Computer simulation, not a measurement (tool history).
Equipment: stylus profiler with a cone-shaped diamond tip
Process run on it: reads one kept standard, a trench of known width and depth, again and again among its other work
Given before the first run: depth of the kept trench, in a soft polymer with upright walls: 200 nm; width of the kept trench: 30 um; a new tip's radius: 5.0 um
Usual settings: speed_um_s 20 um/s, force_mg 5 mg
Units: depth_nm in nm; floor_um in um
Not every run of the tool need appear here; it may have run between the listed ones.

Run 1, day 0: usual settings. Result: depth_nm 203.91 nm, floor_um 25.66 um.
Run 2, day 1.838: usual settings. Result: depth_nm 203.76 nm, floor_um 25.68 um.
Run 3, day 4.733: usual settings. Result: depth_nm 203.82 nm, floor_um 25.55 um.
Run 4, day 8.592: usual settings. Result: depth_nm 203.57 nm, floor_um 25.62 um.
Run 5, day 10.825: usual settings but force_mg 4.62 mg. Result: depth_nm 203.52 nm, floor_um 25.52 um.
Run 6, day 14.396: usual settings but speed_um_s 5 um/s. Result: depth_nm 203.65 nm, floor_um 25.53 um.
At day 16.229: new tip fitted, height scale calibrated.
Run 7, day 16.625: usual settings but speed_um_s 5 um/s. Result: depth_nm 204.65 nm, floor_um 27.24 um.
Run 8, day 18.45: usual settings but speed_um_s 7 um/s. Result: depth_nm 204.63 nm, floor_um 27.17 um.
Run 9, day 20.633: usual settings but speed_um_s 7 um/s. Result: depth_nm 204.58 nm, floor_um 27.13 um.
Run 10, day 23.488: usual settings but speed_um_s 7 um/s. Result: depth_nm 204.47 nm, floor_um 27.08 um.
Run 11, day 27.442: usual settings but speed_um_s 7 um/s. Result: depth_nm 204.34 nm, floor_um 26.9 um.
Run 12, day 29.979: usual settings. Result: depth_nm 204.6 nm, floor_um 26.82 um.
Run 13, day 33.696: usual settings. Result: depth_nm 204.34 nm, floor_um 26.71 um.
Run 14, day 36.708: usual settings. Result: depth_nm 204.33 nm, floor_um 26.61 um.
Run 15, day 40.112: usual settings. Result: depth_nm 204.16 nm, floor_um 26.55 um.
Run 16, day 42.579: usual settings but speed_um_s 29 um/s. Result: depth_nm 204.3 nm, floor_um 26.42 um.
Run 17, day 46.15: usual settings but speed_um_s 29 um/s. Result: depth_nm 204.12 nm, floor_um 26.42 um.
Run 18, day 49.908: usual settings. Result: depth_nm 204.25 nm, floor_um 26.33 um.
Run 19, day 53.579: usual settings. Result: depth_nm 203.96 nm, floor_um 26.29 um.
Run 20, day 56.162: usual settings. Result: depth_nm 204.07 nm, floor_um 26.21 um.
Run 21, day 59.088: usual settings. Result: depth_nm 203.91 nm, floor_um 26.11 um.
Run 22, day 61.438: usual settings but speed_um_s 14 um/s, force_mg 1.87 mg. Result: depth_nm 201.77 nm, floor_um 26.14 um.
Run 23, day 63.558: usual settings but speed_um_s 41 um/s, force_mg 2.49 mg. Result: depth_nm 202.1 nm, floor_um 25.91 um.
Run 24, day 67.517: usual settings but speed_um_s 71 um/s, force_mg 3.38 mg. Result: depth_nm 202.79 nm, floor_um 25.71 um.
Run 25, day 69.529: usual settings but speed_um_s 7 um/s, force_mg 6 mg. Result: depth_nm 204.73 nm, floor_um 26.02 um.
Run 26, day 72.054: usual settings but speed_um_s 10 um/s, force_mg 7.94 mg. Result: depth_nm 205.74 nm, floor_um 25.96 um.
Run 27, day 74.008: usual settings but speed_um_s 11 um/s, force_mg 2.8 mg. Result: depth_nm 202.21 nm, floor_um 25.9 um.
Run 28, day 77.554: usual settings but speed_um_s 44 um/s, force_mg 2.8 mg. Result: depth_nm 202.38 nm, floor_um 25.65 um.
Run 29, day 79.642: usual settings but speed_um_s 33 um/s, force_mg 6.03 mg. Result: depth_nm 204.16 nm, floor_um 25.77 um.
Run 30, day 83.204: usual settings but speed_um_s 5 um/s, force_mg 7.67 mg. Result: depth_nm 205.33 nm, floor_um 25.73 um.
Run 31, day 85.467: usual settings but speed_um_s 32 um/s, force_mg 2.32 mg. Result: depth_nm 201.77 nm, floor_um 25.49 um.
Run 32, day 89.129: usual settings but speed_um_s 32 um/s, force_mg 2.32 mg. Result: depth_nm 201.89 nm, floor_um 25.48 um.
Run 33, day 93.133: usual settings but speed_um_s 19 um/s, force_mg 10.3 mg. Result: depth_nm 206.41 nm, floor_um 25.57 um.
Run 34, day 96.946: usual settings but speed_um_s 19 um/s, force_mg 10.3 mg. Result: depth_nm 206.46 nm, floor_um 25.49 um.
Run 35, day 98.792: usual settings but speed_um_s 35 um/s, force_mg 1.96 mg. Result: depth_nm 201.31 nm, floor_um 25.26 um.
At day 101.129: new tip fitted, height scale calibrated.
Run 36, day 101.129: usual settings but speed_um_s 60 um/s, force_mg 10.8 mg. Result: depth_nm 207.83 nm, floor_um 27.03 um.
Run 37, day 104.062: usual settings but speed_um_s 30 um/s, force_mg 7.13 mg. Result: depth_nm 205.88 nm, floor_um 27.02 um.
Run 38, day 107.429: usual settings but speed_um_s 30 um/s, force_mg 7.13 mg. Result: depth_nm 205.97 nm, floor_um 26.92 um.
Run 39, day 111.425: usual settings but speed_um_s 11 um/s. Result: depth_nm 204.49 nm, floor_um 26.85 um.
Run 40, day 115.292: usual settings but speed_um_s 11 um/s. Result: depth_nm 204.49 nm, floor_um 26.79 um.
Run 41, day 118.871: usual settings but speed_um_s 37 um/s, force_mg 8.01 mg. Result: depth_nm 206.29 nm, floor_um 26.6 um.

Forecast each of these 3 alternatives for the next run:
Run A, day 121.896: usual settings but speed_um_s 37 um/s, force_mg 5.12 mg. Result: depth_nm ?, floor_um ?.
Run B, day 121.896: usual settings but speed_um_s 19 um/s, force_mg 1.92 mg. Result: depth_nm ?, floor_um ?.
Run C, day 121.896: usual settings but speed_um_s 6 um/s, force_mg 8.65 mg. Result: depth_nm ?, floor_um ?.

run  depth_nm  floor_um
  A    204.75     26.52
  B     202.4     26.49
  C     206.7     26.65
Had the tool no hidden state, the same runs would have come out as:
run  depth_nm  floor_um
  A    204.97     27.05
  B    202.61     27.02
  C    206.91     27.18
